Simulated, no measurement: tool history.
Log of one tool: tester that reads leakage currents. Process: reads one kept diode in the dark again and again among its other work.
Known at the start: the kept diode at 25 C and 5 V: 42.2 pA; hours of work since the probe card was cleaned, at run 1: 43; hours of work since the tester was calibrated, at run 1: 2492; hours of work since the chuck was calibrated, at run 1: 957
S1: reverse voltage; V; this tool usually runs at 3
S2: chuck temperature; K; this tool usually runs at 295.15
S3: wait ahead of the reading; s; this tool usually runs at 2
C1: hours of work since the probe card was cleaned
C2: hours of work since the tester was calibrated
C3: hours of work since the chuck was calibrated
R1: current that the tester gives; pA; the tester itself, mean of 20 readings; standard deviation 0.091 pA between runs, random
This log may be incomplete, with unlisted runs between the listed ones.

run	hour	S1	S2	S3	C1	C2	C3	R1
1	0	3	295.15	2	43	2492	957	26.14
2	63.5	3	295.15	2	82	2531	996	26.33
3	127.9	3	295.15	2	122	2571	1036	26.25
4	188.6	3	296.15	2	159	2608	1073	28.37
5	316.8	3	296.15	2	238	2687	1152	28.84
6	435.8	3	314.15	2	312	2760	1225	105.96
# hour 492.6: chuck's temperature calibrated
7	542.8	3	314.15	2	376	2825	31	100.69
8	682.7	3	314.15	2	463	2911	117	102.02
9	822.5	3	314.15	2	549	2997	203	101.97
10	904.2	2.21	295.15	2	599	3048	254	21.82
11	1028.4	2.21	295.15	2	675	3124	330	21.83
12	1161.4	2.21	295.15	2	757	3206	412	22.18
13	1249.3	3	299.15	2	812	3260	466	35.76
14	1387.9	3	299.15	2	897	3346	551	35.73
15	1502.8	1.16	295.15	2	968	3416	622	15.49
# hour 1517.6: tester calibrated
16	1624.8	1.16	295.15	2	1042	66	696	15.57
17	1740.9	1.16	295.15	2	1113	138	768	15.58
# hour 1790.3: tester calibrated, once more
18	1821.2	3	295.15	8.06	1161	19	816	28.27
19	1940.5	3	295.15	8.06	1235	92	889	28.4
20	2048.3	3	295.15	8.06	1301	159	956	28.44
21	2165.6	3	295.15	8.06	1373	231	1028	28.67
22	2235.7	3	295.15	8.06	1417	274	1071	28.88
23	2297.2	3.61	306.15	2	1455	312	1109	70.27
24	2410.8	3	300.15	0.31	1524	382	1179	42.06
# hour 2546.7: chuck's temperature calibrated
25	2557.9	1.86	294.15	1.49	1614	472	7	19.21
26	2649.3	2.29	306.15	0.71	1670	528	63	51.18
27	2778.4	5.94	295.15	2	1750	607	143	42.88
28	2899.6	3	295.15	1.51	1824	682	217	28.33
29	3005.1	3	323.15	2	1889	747	282	188.51
30	3101.7	8.3	298.15	1.32	1949	807	342	65.44
31	3200.5	4.23	295.15	3.54	2010	867	403	35.65
32	3343.3	17.79	320.15	1.28	2098	955	491	438.17
33	3484.2	17.79	322.15	2.67	2184	1042	577	501.49
34	3557.5	11.78	301.15	8.45	2230	1087	623	102.12
35	3691.3	1.74	323.15	4.58	2312	1170	705	140.9
36	3811	3	295.15	4.86	2386	1243	779	29.72
37	3928.1	1.23	294.15	1.21	2458	1316	851	16.16
38	4054.8	2.46	295.15	1.04	2536	1394	929	26.48
39	4147.9	2.46	295.15	1.04	2593	1451	986	26.77
40	4243.4	2.46	295.15	1.04	2652	1510	1045	26.96

Hidden state or all else? Some run-to-run changes of R1, split into what the settings, what came in and random variation would give without the hidden state, and what is left for the hidden state (with any gauge scatter that isn't in both results):
Hidden conditions of the tool in this case: stray current of the dirty probe card, pA a volt; current scale over the true one, %; true chuck temperature over the reading, C; drift of the gauge itself on leakage_pa, %.
Run 28 -> 29: S2 295.15 -> 323.15, S3 1.51 -> 2. R1 +160.18 pA: hidden state +0.51, all else +159.67.
Run 31 -> 32: S1 4.23 -> 17.79, S2 295.15 -> 320.15, S3 3.54 -> 1.28. R1 +402.52 pA: hidden state +19, all else +383.52.
Run 33 -> 34: S1 17.79 -> 11.78, S2 322.15 -> 301.15, S3 2.67 -> 8.45. R1 -399.37 pA: hidden state -11.06, all else -388.31.
Run 34 -> 35: S1 11.78 -> 1.74, S2 301.15 -> 323.15, S3 8.45 -> 4.58. R1 +38.78 pA: hidden state -11.21, all else +49.99.
